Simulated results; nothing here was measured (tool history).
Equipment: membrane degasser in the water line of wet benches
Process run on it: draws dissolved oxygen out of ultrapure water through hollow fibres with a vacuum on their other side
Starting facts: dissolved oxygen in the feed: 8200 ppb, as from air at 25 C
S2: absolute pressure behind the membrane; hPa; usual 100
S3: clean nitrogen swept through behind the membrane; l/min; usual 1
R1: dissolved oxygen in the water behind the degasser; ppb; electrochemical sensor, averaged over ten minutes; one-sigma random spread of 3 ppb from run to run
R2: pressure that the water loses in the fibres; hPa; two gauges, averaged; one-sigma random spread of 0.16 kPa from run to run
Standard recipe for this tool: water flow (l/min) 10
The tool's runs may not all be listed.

Run 1, hour 0: usual settings. Result: R1 330.6 ppb, R2 315.6 hPa.
Run 2, hour 132.3: usual settings. Result: R1 332.6 ppb, R2 318 hPa.
Run 3, hour 294.9: usual settings. Result: R1 334.5 ppb, R2 317.4 hPa.
At hour 413.6: seals of the vacuum lines changed.
Run 4, hour 415.7: usual settings but S2 172 hPa. Result: R1 471.6 ppb, R2 317.7 hPa.
Run 5, hour 510.8: usual settings but S2 172 hPa. Result: R1 476.5 ppb, R2 315.4 hPa.
Run 6, hour 622.4: usual settings but S2 172 hPa. Result: R1 477.7 ppb, R2 315.5 hPa.
Run 7, hour 723: usual settings but S2 172 hPa. Result: R1 489.4 ppb, R2 312.8 hPa.
Run 8, hour 862.6: usual settings but water flow (l/min) 15. Result: R1 596.2 ppb, R2 477.4 hPa.
Run 9, hour 1022.4: usual settings but S3 1.36 l/min. Result: R1 284.9 ppb, R2 318.2 hPa.
At hour 1093.7: vacuum gauge calibrated.
Run 10, hour 1132.8: usual settings but S3 1.36 l/min. Result: R1 286.2 ppb, R2 318.1 hPa.

Run 11, settings as shown, results not yet in. Your forecast:
Run 11, hour 1212.6: usual settings but S3 1.36 l/min. Result: R1 ?, R2 ?.

For run 11 the tool returned R1 291.6 ppb, R2 319.9 hPa.
If the tool had no hidden condition, the same run with the same run-to-run variation would have returned R1 269 ppb, R2 308.7 hPa.
